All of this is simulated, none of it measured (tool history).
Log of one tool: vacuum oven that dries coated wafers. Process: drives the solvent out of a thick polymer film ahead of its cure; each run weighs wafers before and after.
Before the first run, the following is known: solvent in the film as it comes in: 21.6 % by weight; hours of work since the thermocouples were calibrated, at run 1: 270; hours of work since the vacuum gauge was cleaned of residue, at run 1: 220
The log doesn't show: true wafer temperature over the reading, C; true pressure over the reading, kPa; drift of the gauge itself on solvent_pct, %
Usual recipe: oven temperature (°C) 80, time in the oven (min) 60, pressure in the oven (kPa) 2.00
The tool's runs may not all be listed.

run   hour  oven temperature (°C)  time in the oven (min)  pressure in the oven (kPa)  hours of work since the thermocouples were calibrated  hours of work since the vacuum gauge was cleaned of residue  solvent left in the film (%)
  1    0.0                     80                      60                        2.00                                                    270                                                          220                          1.43
  2    7.1                     80                      60                        2.00                                                    274                                                          224                          1.56
  3   22.5                     73                      60                        2.00                                                    284                                                          233                          3.68
  4   32.0                     73                      60                        2.00                                                    289                                                          239                          3.58
  5   41.5                     80                      60                        2.00                                                    295                                                          245                          1.48
  6   52.0                     80                      60                        2.41                                                    302                                                          251                          1.63
  7   60.3                     80                      60                        2.00                                                    307                                                          256                          1.43
  8   67.6                     80                      60                        2.00                                                    311                                                          261                          1.52
  9   82.6                     80                      60                        2.00                                                    320                                                          270                          1.50
 10   90.9                     80                      60                        2.00                                                    325                                                          275                          1.47
 11  105.3                     82                      60                        2.00                                                    334                                                          284                          1.10
 12  114.2                     82                      60                        2.00                                                    340                                                          289                          1.09
 13  127.8                     82                      60                        2.00                                                    348                                                          298                          1.14
 14  139.8                     80                      80                        2.00                                                    355                                                          305                          0.85
 15  149.1                     86                      70                        1.54                                                    361                                                          311                          0.41
 16  157.2                     73                      60                        2.00                                                    366                                                          315                          3.55
 17  168.2                     73                      60                        2.00                                                    373                                                          322                          3.61
 18  175.2                     67                      60                        1.27                                                    377                                                          326                          5.79
 19  186.5                     94                      60                        3.87                                                    384                                                          333                          0.47
 20  201.6                     94                      60                        3.87                                                    393                                                          343                          0.44
 21  212.5                     84                      92                        2.00                                                    400                                                          349                          0.47
 22  226.4                     80                      60                        1.07                                                    408                                                          358                          1.24

Expected results for the next run?
 23  237.0                     80                      60                        1.07                                                    415                                                          364                             ?

solvent left in the film (%): 1.24
The same run, on a tool lacking any hidden state, would have yielded solvent left in the film (%) 1.42.
